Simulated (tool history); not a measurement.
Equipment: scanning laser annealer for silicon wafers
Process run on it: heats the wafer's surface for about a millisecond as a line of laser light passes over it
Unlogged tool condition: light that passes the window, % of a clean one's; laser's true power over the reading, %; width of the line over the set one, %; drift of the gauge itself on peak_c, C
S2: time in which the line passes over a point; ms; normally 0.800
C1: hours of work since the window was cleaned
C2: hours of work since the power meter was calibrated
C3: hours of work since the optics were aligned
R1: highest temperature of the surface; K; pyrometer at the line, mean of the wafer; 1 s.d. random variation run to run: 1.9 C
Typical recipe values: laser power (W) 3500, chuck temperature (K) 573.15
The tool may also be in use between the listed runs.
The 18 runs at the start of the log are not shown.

run 19 hour=154.9 | laser_power_(W)=3500 S2=0.800 chuck_temperature_(K)=573.15 | C1=118 C2=255 C3=265 | R1=1397.15
run 20 hour=159.5 | laser_power_(W)=3500 S2=0.800 chuck_temperature_(K)=611.15 | C1=120 C2=258 C3=268 | R1=1434.15
run 21 hour=169.0 | laser_power_(W)=3500 S2=0.800 chuck_temperature_(K)=611.15 | C1=125 C2=263 C3=273 | R1=1433.15
run 22 hour=178.9 | laser_power_(W)=3500 S2=0.800 chuck_temperature_(K)=611.15 | C1=131 C2=268 C3=279 | R1=1432.15
run 23 hour=186.6 | laser_power_(W)=3401 S2=0.687 chuck_temperature_(K)=611.15 | C1=135 C2=273 C3=283 | R1=1341.15
run 24 hour=196.9 | laser_power_(W)=3769 S2=0.646 chuck_temperature_(K)=593.15 | C1=141 C2=279 C3=289 | R1=1375.15
run 25 hour=202.2 | laser_power_(W)=3418 S2=0.649 chuck_temperature_(K)=593.15 | C1=144 C2=281 C3=292 | R1=1299.15
run 26 hour=208.6 | laser_power_(W)=3418 S2=0.649 chuck_temperature_(K)=593.15 | C1=148 C2=285 C3=295 | R1=1300.15
run 27 hour=214.8 | laser_power_(W)=3418 S2=0.649 chuck_temperature_(K)=593.15 | C1=151 C2=289 C3=299 | R1=1299.15
run 28 hour=224.5 | laser_power_(W)=3418 S2=0.649 chuck_temperature_(K)=593.15 | C1=157 C2=294 C3=304 | R1=1298.15
run 29 hour=232.1 | laser_power_(W)=3552 S2=0.859 chuck_temperature_(K)=593.15 | C1=161 C2=298 C3=309 | R1=1460.15
run 30 hour=241.8 | laser_power_(W)=3456 S2=0.691 chuck_temperature_(K)=593.15 | C1=166 C2=304 C3=314 | R1=1330.15
run 31 hour=249.3 | laser_power_(W)=3500 S2=0.772 chuck_temperature_(K)=573.15 | C1=171 C2=308 C3=318 | R1=1374.15
run 32 hour=254.0 | laser_power_(W)=3500 S2=0.828 chuck_temperature_(K)=573.15 | C1=173 C2=311 C3=321 | R1=1406.15
run 33 hour=260.3 | laser_power_(W)=3242 S2=0.828 chuck_temperature_(K)=534.15 | C1=177 C2=314 C3=324 | R1=1300.15
run 34 hour=265.3 | laser_power_(W)=3811 S2=0.760 chuck_temperature_(K)=591.15 | C1=180 C2=317 C3=327 | R1=1460.15
run 35 hour=276.5 | laser_power_(W)=3306 S2=0.578 chuck_temperature_(K)=609.15 | C1=186 C2=323 C3=333 | R1=1238.15
run 36 hour=287.0 | laser_power_(W)=3752 S2=0.578 chuck_temperature_(K)=552.15 | C1=192 C2=329 C3=339 | R1=1278.15
run 37 hour=293.0 | laser_power_(W)=3004 S2=0.564 chuck_temperature_(K)=604.15 | C1=195 C2=332 C3=343 | R1=1165.15
run 38 hour=298.1 | laser_power_(W)=3500 S2=0.731 chuck_temperature_(K)=594.15 | C1=198 C2=335 C3=346 | R1=1368.15
run 39 hour=306.9 | laser_power_(W)=3500 S2=0.731 chuck_temperature_(K)=594.15 | C1=203 C2=340 C3=351 | R1=1366.15
run 40 hour=312.0 | laser_power_(W)=2995 S2=0.796 chuck_temperature_(K)=594.15 | C1=206 C2=343 C3=353 | R1=1277.15
run 41 hour=322.6 | laser_power_(W)=3500 S2=0.614 chuck_temperature_(K)=556.15 | C1=212 C2=349 C3=359 | R1=1251.15

Each row is a separate what-if for the run after 41, all from the same tool condition, not one after another. Results?
run A hour=329.4 | laser_power_(W)=3230 S2=0.614 chuck_temperature_(K)=556.15 | C1=216 C2=353 C3=363 | R1=?
run B hour=329.4 | laser_power_(W)=3344 S2=0.800 chuck_temperature_(K)=592.15 | C1=216 C2=353 C3=363 | R1=?
run C hour=329.4 | laser_power_(W)=3507 S2=0.729 chuck_temperature_(K)=549.15 | C1=216 C2=353 C3=363 | R1=?

run=A R1=1189.15
run=B R1=1365.15
run=C R1=1321.15
Had the tool no hidden state, the same runs would have come out as:
run=A R1=1208.15
run=B R1=1388.15
run=C R1=1343.15
